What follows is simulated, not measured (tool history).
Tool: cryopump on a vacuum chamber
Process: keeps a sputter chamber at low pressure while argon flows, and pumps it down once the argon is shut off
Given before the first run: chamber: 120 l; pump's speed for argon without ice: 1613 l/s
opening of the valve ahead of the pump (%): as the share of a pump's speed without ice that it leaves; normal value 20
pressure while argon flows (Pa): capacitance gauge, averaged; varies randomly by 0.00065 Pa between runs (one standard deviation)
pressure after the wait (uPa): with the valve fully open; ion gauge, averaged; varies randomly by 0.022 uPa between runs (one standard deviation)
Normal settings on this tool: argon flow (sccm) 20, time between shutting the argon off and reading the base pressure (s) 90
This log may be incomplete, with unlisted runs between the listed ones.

run,day,argon flow (sccm),time between shutting the argon off and reading the base pressure (s),opening of the valve ahead of the pump (%),pressure while argon flows (Pa),pressure after the wait (uPa)
1,0,20,90,20,0.1046,0.89
2,1.75,20,90,20,0.1062,0.93
3,3.533,20,90,20,0.1065,0.94
4,5.917,20,90,20,0.1074,0.93
5,8.896,9,90,20,0.047,0.96
6,10.892,9,90,20,0.0485,0.99
# day 12.675: leaking fittings of the chamber tightened, without venting
7,13.067,9,26,20,0.0487,1.81
8,15.933,9,26,20,0.0475,1.81
9,19.004,25,90,20,0.1361,0.72
10,21.467,25,90,20,0.1334,0.75
11,23.483,38,90,20,0.2052,0.75
12,25.8,38,90,20,0.2052,0.76
13,28.412,20,90,52,0.0441,0.8
14,30.158,20,90,25,0.0889,0.83
15,32.825,20,90,25,0.0883,0.8
16,34.417,18,90,20,0.0983,0.84
17,37.35,18,90,20,0.0994,0.86
18,40.333,8,23,20,0.0443,2.21

For run 19, what comes out?
19,42.979,8,23,20,?,?

Run 19 produced pressure while argon flows (Pa) 0.0454, pressure after the wait (uPa) 2.2.
Minus the tool's unlogged condition, the same run would have read pressure while argon flows (Pa) 0.043, pressure after the wait (uPa) 1.94.
